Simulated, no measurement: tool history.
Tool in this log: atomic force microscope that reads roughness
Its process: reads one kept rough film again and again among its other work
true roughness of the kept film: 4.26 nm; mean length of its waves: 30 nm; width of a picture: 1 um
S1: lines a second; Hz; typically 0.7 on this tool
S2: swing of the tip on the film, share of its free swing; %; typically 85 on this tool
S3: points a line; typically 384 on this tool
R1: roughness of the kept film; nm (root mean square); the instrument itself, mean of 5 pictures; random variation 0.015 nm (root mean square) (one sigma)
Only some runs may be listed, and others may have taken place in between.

{"run": 1, "hour": 0.0, "S1": 0.7, "S2": 85, "S3": 384, "R1": 3.704}
{"hour": 21.4, "done": "new tip fitted"}
{"run": 2, "hour": 24.6, "S1": 0.7, "S2": 85, "S3": 384, "R1": 3.707}
{"run": 3, "hour": 54.4, "S1": 0.7, "S2": 85, "S3": 384, "R1": 3.684}
{"run": 4, "hour": 97.1, "S1": 0.7, "S2": 85, "S3": 384, "R1": 3.701}
{"run": 5, "hour": 142.7, "S1": 0.7, "S2": 81, "S3": 384, "R1": 3.701}
{"hour": 174.0, "done": "new tip fitted"}
{"run": 6, "hour": 176.0, "S1": 0.7, "S2": 85, "S3": 300, "R1": 3.662}
{"run": 7, "hour": 223.0, "S1": 0.7, "S2": 85, "S3": 300, "R1": 3.668}
{"run": 8, "hour": 269.4, "S1": 0.7, "S2": 80, "S3": 300, "R1": 3.697}
{"run": 9, "hour": 314.9, "S1": 2.099, "S2": 85, "S3": 384, "R1": 3.371}
{"hour": 324.2, "done": "new tip fitted"}
{"run": 10, "hour": 369.2, "S1": 2.806, "S2": 85, "S3": 384, "R1": 3.213}
{"run": 11, "hour": 405.1, "S1": 2.114, "S2": 66, "S3": 968, "R1": 3.667}
{"run": 12, "hour": 448.2, "S1": 2.114, "S2": 66, "S3": 968, "R1": 3.704}
{"hour": 474.0, "done": "new tip fitted"}
{"run": 13, "hour": 477.2, "S1": 1.475, "S2": 72, "S3": 972, "R1": 3.695}
{"run": 14, "hour": 525.8, "S1": 1.475, "S2": 72, "S3": 972, "R1": 3.669}
{"run": 15, "hour": 573.9, "S1": 0.7, "S2": 77, "S3": 403, "R1": 3.726}
{"run": 16, "hour": 615.6, "S1": 0.7, "S2": 69, "S3": 744, "R1": 3.81}
{"hour": 623.3, "done": "new tip fitted"}
{"run": 17, "hour": 651.5, "S1": 0.7, "S2": 76, "S3": 765, "R1": 3.742}
{"run": 18, "hour": 677.1, "S1": 0.7, "S2": 76, "S3": 765, "R1": 3.763}
{"run": 19, "hour": 725.0, "S1": 0.7, "S2": 69, "S3": 612, "R1": 3.8}
{"hour": 775.6, "done": "new tip fitted"}
{"run": 20, "hour": 778.6, "S1": 3.559, "S2": 77, "S3": 274, "R1": 3.288}

Predict each of these 3 candidate next runs independently; none follows another, all start after run 20:
{"run": "A", "hour": 805.4, "S1": 0.7, "S2": 67, "S3": 384, "R1": "?"}
{"run": "B", "hour": 805.4, "S1": 2.573, "S2": 67, "S3": 310, "R1": "?"}
{"run": "C", "hour": 805.4, "S1": 2.47, "S2": 85, "S3": 384, "R1": "?"}

run=A R1=3.792
run=B R1=3.6
run=C R1=3.285
What these runs would have given with no unlogged condition in the tool:
run=A R1=3.794
run=B R1=3.602
run=C R1=3.287
